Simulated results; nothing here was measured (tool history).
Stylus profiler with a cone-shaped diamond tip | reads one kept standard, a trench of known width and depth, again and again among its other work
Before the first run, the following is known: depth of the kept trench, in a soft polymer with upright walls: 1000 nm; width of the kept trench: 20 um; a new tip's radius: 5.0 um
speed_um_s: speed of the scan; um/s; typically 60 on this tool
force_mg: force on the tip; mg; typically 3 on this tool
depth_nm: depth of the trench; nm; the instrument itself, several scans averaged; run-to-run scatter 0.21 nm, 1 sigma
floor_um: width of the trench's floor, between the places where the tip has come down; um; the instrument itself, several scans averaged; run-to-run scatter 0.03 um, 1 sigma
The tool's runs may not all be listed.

{"run": 1, "hour": 0.0, "speed_um_s": 60, "force_mg": 3, "depth_nm": 1012.4, "floor_um": 13.14}
{"run": 2, "hour": 31.0, "speed_um_s": 60, "force_mg": 1.69, "depth_nm": 1008.2, "floor_um": 13.02}
{"run": 3, "hour": 88.8, "speed_um_s": 60, "force_mg": 3, "depth_nm": 1011.88, "floor_um": 13.1}
{"run": 4, "hour": 130.2, "speed_um_s": 60, "force_mg": 3, "depth_nm": 1011.6, "floor_um": 13.08}
{"run": 5, "hour": 202.4, "speed_um_s": 60, "force_mg": 3.94, "depth_nm": 1014.33, "floor_um": 13.05}
{"run": 6, "hour": 247.0, "speed_um_s": 60, "force_mg": 2.7, "depth_nm": 1010.99, "floor_um": 12.98}
{"run": 7, "hour": 314.0, "speed_um_s": 60, "force_mg": 3, "depth_nm": 1011.89, "floor_um": 12.95}
{"run": 8, "hour": 361.3, "speed_um_s": 93, "force_mg": 3, "depth_nm": 1011.4, "floor_um": 12.8}
{"run": 9, "hour": 427.5, "speed_um_s": 20, "force_mg": 3, "depth_nm": 1011.4, "floor_um": 13.18}
{"run": 10, "hour": 482.0, "speed_um_s": 20, "force_mg": 3, "depth_nm": 1011, "floor_um": 13.15}
{"run": 11, "hour": 547.5, "speed_um_s": 20, "force_mg": 3, "depth_nm": 1011, "floor_um": 13.08}
{"run": 12, "hour": 616.2, "speed_um_s": 60, "force_mg": 1.38, "depth_nm": 1005.3, "floor_um": 12.65}
{"run": 13, "hour": 668.6, "speed_um_s": 71, "force_mg": 1.38, "depth_nm": 1005.07, "floor_um": 12.63}
{"run": 14, "hour": 703.0, "speed_um_s": 23, "force_mg": 7.52, "depth_nm": 1022.64, "floor_um": 13.07}
{"run": 15, "hour": 736.1, "speed_um_s": 71, "force_mg": 3.92, "depth_nm": 1013.32, "floor_um": 12.75}

Below are 5 alternative next runs, each starting from the tool's condition after run 15. Predict each:
{"run": "A", "hour": 765.8, "speed_um_s": 46, "force_mg": 3.92, "depth_nm": "?", "floor_um": "?"}
{"run": "B", "hour": 765.8, "speed_um_s": 74, "force_mg": 2.92, "depth_nm": "?", "floor_um": "?"}
{"run": "C", "hour": 765.8, "speed_um_s": 34, "force_mg": 2.93, "depth_nm": "?", "floor_um": "?"}
{"run": "D", "hour": 765.8, "speed_um_s": 72, "force_mg": 2.64, "depth_nm": "?", "floor_um": "?"}
{"run": "E", "hour": 765.8, "speed_um_s": 57, "force_mg": 3, "depth_nm": "?", "floor_um": "?"}

run=A depth_nm=1013.2 floor_um=12.86
run=B depth_nm=1010.51 floor_um=12.7
run=C depth_nm=1010.7 floor_um=12.83
run=D depth_nm=1009.12 floor_um=12.68
run=E depth_nm=1010.61 floor_um=12.81
What these runs would have given with no unlogged condition in the tool:
run=A depth_nm=1016.44 floor_um=13.76
run=B depth_nm=1013.74 floor_um=13.6
run=C depth_nm=1013.93 floor_um=13.73
run=D depth_nm=1012.34 floor_um=13.57
run=E depth_nm=1013.84 floor_um=13.7
